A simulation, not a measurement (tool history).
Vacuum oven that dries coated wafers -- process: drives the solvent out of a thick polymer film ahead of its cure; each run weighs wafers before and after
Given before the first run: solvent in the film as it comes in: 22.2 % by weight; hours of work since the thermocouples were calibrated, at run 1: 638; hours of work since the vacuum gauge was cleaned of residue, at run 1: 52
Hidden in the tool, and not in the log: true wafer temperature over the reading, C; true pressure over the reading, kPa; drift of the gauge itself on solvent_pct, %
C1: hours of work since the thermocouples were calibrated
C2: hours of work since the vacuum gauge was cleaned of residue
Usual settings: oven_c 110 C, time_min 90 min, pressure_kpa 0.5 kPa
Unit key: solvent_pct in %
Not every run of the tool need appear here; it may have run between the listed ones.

{"run": 1, "hour": 0.0, "oven_c": 110, "time_min": 90, "pressure_kpa": 0.5, "C1": 638, "C2": 52, "solvent_pct": 2.35}
{"run": 2, "hour": 23.6, "oven_c": 110, "time_min": 90, "pressure_kpa": 0.341, "C1": 648, "C2": 62, "solvent_pct": 2.34}
{"run": 3, "hour": 48.8, "oven_c": 110, "time_min": 152, "pressure_kpa": 0.5, "C1": 659, "C2": 73, "solvent_pct": 1.03}
{"run": 4, "hour": 73.5, "oven_c": 110, "time_min": 90, "pressure_kpa": 0.355, "C1": 670, "C2": 84, "solvent_pct": 2.28}
{"run": 5, "hour": 90.3, "oven_c": 110, "time_min": 90, "pressure_kpa": 0.355, "C1": 678, "C2": 91, "solvent_pct": 2.26}
{"run": 6, "hour": 112.2, "oven_c": 110, "time_min": 90, "pressure_kpa": 0.355, "C1": 687, "C2": 101, "solvent_pct": 2.29}
{"run": 7, "hour": 131.2, "oven_c": 110, "time_min": 90, "pressure_kpa": 0.5, "C1": 695, "C2": 109, "solvent_pct": 2.34}
{"run": 8, "hour": 149.0, "oven_c": 110, "time_min": 89, "pressure_kpa": 0.5, "C1": 703, "C2": 117, "solvent_pct": 2.38}
{"run": 9, "hour": 169.1, "oven_c": 110, "time_min": 89, "pressure_kpa": 0.5, "C1": 712, "C2": 126, "solvent_pct": 2.43}
{"run": 10, "hour": 197.1, "oven_c": 120, "time_min": 90, "pressure_kpa": 0.5, "C1": 724, "C2": 138, "solvent_pct": 1.16}
{"run": 11, "hour": 228.3, "oven_c": 110, "time_min": 90, "pressure_kpa": 0.5, "C1": 738, "C2": 152, "solvent_pct": 2.36}
{"run": 12, "hour": 255.2, "oven_c": 110, "time_min": 147, "pressure_kpa": 0.5, "C1": 750, "C2": 163, "solvent_pct": 1.04}
{"run": 13, "hour": 287.6, "oven_c": 110, "time_min": 147, "pressure_kpa": 0.5, "C1": 764, "C2": 177, "solvent_pct": 1.03}
{"run": 14, "hour": 305.4, "oven_c": 111, "time_min": 90, "pressure_kpa": 0.5, "C1": 771, "C2": 185, "solvent_pct": 2.23}
{"run": 15, "hour": 321.4, "oven_c": 112, "time_min": 53, "pressure_kpa": 1.739, "C1": 778, "C2": 192, "solvent_pct": 5.93}
{"run": 16, "hour": 343.4, "oven_c": 98, "time_min": 101, "pressure_kpa": 0.274, "C1": 788, "C2": 202, "solvent_pct": 3.89}
{"run": 17, "hour": 370.3, "oven_c": 98, "time_min": 101, "pressure_kpa": 0.274, "C1": 800, "C2": 214, "solvent_pct": 3.92}
{"run": 18, "hour": 392.1, "oven_c": 110, "time_min": 129, "pressure_kpa": 0.5, "C1": 809, "C2": 223, "solvent_pct": 1.34}
{"run": 19, "hour": 408.3, "oven_c": 110, "time_min": 90, "pressure_kpa": 1.422, "C1": 816, "C2": 230, "solvent_pct": 3.3}
{"run": 20, "hour": 440.6, "oven_c": 110, "time_min": 90, "pressure_kpa": 1.422, "C1": 830, "C2": 244, "solvent_pct": 3.4}
{"run": 21, "hour": 459.6, "oven_c": 118, "time_min": 109, "pressure_kpa": 1.208, "C1": 839, "C2": 252, "solvent_pct": 1.55}
{"run": 22, "hour": 481.1, "oven_c": 106, "time_min": 77, "pressure_kpa": 0.909, "C1": 848, "C2": 262, "solvent_pct": 4.52}
{"run": 23, "hour": 502.8, "oven_c": 103, "time_min": 90, "pressure_kpa": 0.374, "C1": 858, "C2": 271, "solvent_pct": 3.75}
{"run": 24, "hour": 521.5, "oven_c": 103, "time_min": 90, "pressure_kpa": 0.374, "C1": 866, "C2": 280, "solvent_pct": 3.65}
{"run": 25, "hour": 537.2, "oven_c": 112, "time_min": 73, "pressure_kpa": 1.106, "C1": 873, "C2": 286, "solvent_pct": 3.51}
{"run": 26, "hour": 566.0, "oven_c": 103, "time_min": 72, "pressure_kpa": 0.441, "C1": 885, "C2": 299, "solvent_pct": 4.98}
{"run": 27, "hour": 596.3, "oven_c": 103, "time_min": 72, "pressure_kpa": 0.441, "C1": 898, "C2": 312, "solvent_pct": 5.08}

Consider 4 possible next runs. They are alternatives, not a sequence: every one starts from the tool as it was left by run 27. What does each give?
{"run": "A", "hour": 622.1, "oven_c": 103, "time_min": 52, "pressure_kpa": 0.662, "C1": 910, "C2": 323, "solvent_pct": "?"}
{"run": "B", "hour": 622.1, "oven_c": 118, "time_min": 78, "pressure_kpa": 0.5, "C1": 910, "C2": 323, "solvent_pct": "?"}
{"run": "C", "hour": 622.1, "oven_c": 110, "time_min": 72, "pressure_kpa": 0.441, "C1": 910, "C2": 323, "solvent_pct": "?"}
{"run": "D", "hour": 622.1, "oven_c": 110, "time_min": 47, "pressure_kpa": 0.454, "C1": 910, "C2": 323, "solvent_pct": "?"}

run=A solvent_pct=7.35
run=B solvent_pct=1.75
run=C solvent_pct=3.4
run=D solvent_pct=6.03
Had the tool no hidden state, the same runs would have come out as:
run=A solvent_pct=6.95
run=B solvent_pct=1.54
run=C solvent_pct=3.09
run=D solvent_pct=5.66
